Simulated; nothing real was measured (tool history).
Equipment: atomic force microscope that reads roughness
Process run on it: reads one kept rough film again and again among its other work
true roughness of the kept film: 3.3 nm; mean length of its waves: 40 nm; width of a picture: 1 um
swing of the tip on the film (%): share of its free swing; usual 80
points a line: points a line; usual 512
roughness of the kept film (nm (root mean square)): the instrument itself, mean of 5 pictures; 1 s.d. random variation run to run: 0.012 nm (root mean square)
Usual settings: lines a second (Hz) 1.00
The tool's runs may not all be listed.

| run | hour | lines a second (Hz) | swing of the tip on the film (%) | points a line | roughness of the kept film (nm (root mean square)) |
|---|---|---|---|---|---|
| 1 | 0.0 | 1.00 | 80 | 512 | 2.386 |
| 2 | 24.1 | 1.00 | 80 | 512 | 2.370 |
| 3 | 54.6 | 1.00 | 80 | 512 | 2.291 |
| 4 | 81.6 | 1.37 | 80 | 512 | 2.186 |
|  | 109.4 | new tip fitted |
| 5 | 120.5 | 1.39 | 80 | 512 | 2.716 |
| 6 | 153.3 | 1.00 | 80 | 801 | 2.706 |
| 7 | 175.9 | 2.06 | 80 | 801 | 2.461 |
| 8 | 203.3 | 2.06 | 63 | 801 | 2.628 |
| 9 | 221.3 | 1.26 | 58 | 678 | 2.652 |
| 10 | 255.1 | 0.74 | 83 | 596 | 2.495 |
| 11 | 291.7 | 1.21 | 65 | 435 | 2.483 |
| 12 | 326.8 | 1.79 | 80 | 955 | 2.214 |
| 13 | 354.3 | 2.35 | 80 | 512 | 2.067 |

Forecast each of these 3 alternatives for the next run:
|  | 379.0 | new tip fitted |
| A | 397.6 | 1.00 | 70 | 512 | ? |
|  | 379.0 | new tip fitted |
| B | 397.6 | 2.72 | 80 | 643 | ? |
|  | 379.0 | new tip fitted |
| C | 397.6 | 3.55 | 86 | 546 | ? |

| run | roughness of the kept film (nm (root mean square)) |
|---|---|
| A | 2.841 |
| B | 2.451 |
| C | 2.149 |
Without the tool's unlogged condition, the same runs would have read:
| run | roughness of the kept film (nm (root mean square)) |
|---|---|
| A | 2.912 |
| B | 2.512 |
| C | 2.203 |
